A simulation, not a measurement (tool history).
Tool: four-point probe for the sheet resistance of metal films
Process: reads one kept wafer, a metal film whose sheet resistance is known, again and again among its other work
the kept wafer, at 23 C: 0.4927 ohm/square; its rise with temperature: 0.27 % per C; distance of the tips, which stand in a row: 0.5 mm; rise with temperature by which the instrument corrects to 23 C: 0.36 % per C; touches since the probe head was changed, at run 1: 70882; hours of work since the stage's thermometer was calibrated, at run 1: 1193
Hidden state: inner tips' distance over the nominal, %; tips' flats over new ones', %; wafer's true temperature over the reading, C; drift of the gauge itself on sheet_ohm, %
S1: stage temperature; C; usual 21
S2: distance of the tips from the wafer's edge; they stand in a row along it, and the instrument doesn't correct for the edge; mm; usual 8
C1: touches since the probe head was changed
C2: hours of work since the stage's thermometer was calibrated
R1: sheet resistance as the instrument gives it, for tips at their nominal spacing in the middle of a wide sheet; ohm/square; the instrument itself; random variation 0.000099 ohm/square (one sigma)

run 1 hour=0 | S1=21 S2=8 | C1=70882 C2=1193 | R1=0.499585
run 2 hour=25.2 | S1=21 S2=8 | C1=72224 C2=1210 | R1=0.499833
run 3 hour=45 | S1=21 S2=8 | C1=73274 C2=1223 | R1=0.499623
run 4 hour=71.2 | S1=21 S2=8 | C1=74671 C2=1241 | R1=0.499794
run 5 hour=94.6 | S1=21 S2=8 | C1=75910 C2=1257 | R1=0.499748
run 6 hour=110.5 | S1=21 S2=8 | C1=76756 C2=1268 | R1=0.499881
run 7 hour=128.2 | S1=21 S2=70 | C1=77700 C2=1280 | R1=0.49882
run 8 hour=160.8 | S1=21 S2=70 | C1=79435 C2=1302 | R1=0.498956
run 9 hour=189.9 | S1=21 S2=70 | C1=80980 C2=1322 | R1=0.498925
run 10 hour=222.5 | S1=21 S2=70 | C1=82715 C2=1344 | R1=0.49924
run 11 hour=251.6 | S1=23 S2=66 | C1=84264 C2=1364 | R1=0.498351
run 12 hour=271.1 | S1=23 S2=66 | C1=85298 C2=1377 | R1=0.498241

Forecast each of these 5 alternatives for the next run:
run A hour=292.3 | S1=24 S2=12 | C1=86426 C2=1392 | R1=?
run B hour=292.3 | S1=24 S2=66 | C1=86426 C2=1392 | R1=?
run C hour=292.3 | S1=34 S2=8 | C1=86426 C2=1392 | R1=?
run D hour=292.3 | S1=26 S2=17 | C1=86426 C2=1392 | R1=?
run E hour=292.3 | S1=21 S2=46 | C1=86426 C2=1392 | R1=?

run=A R1=0.498452
run=B R1=0.497973
run=C R1=0.494928
run=D R1=0.497225
run=E R1=0.499353
Without the tool's hidden state the same runs would have given:
run=A R1=0.49276
run=B R1=0.492286
run=C R1=0.489296
run=D R1=0.49155
run=E R1=0.493644
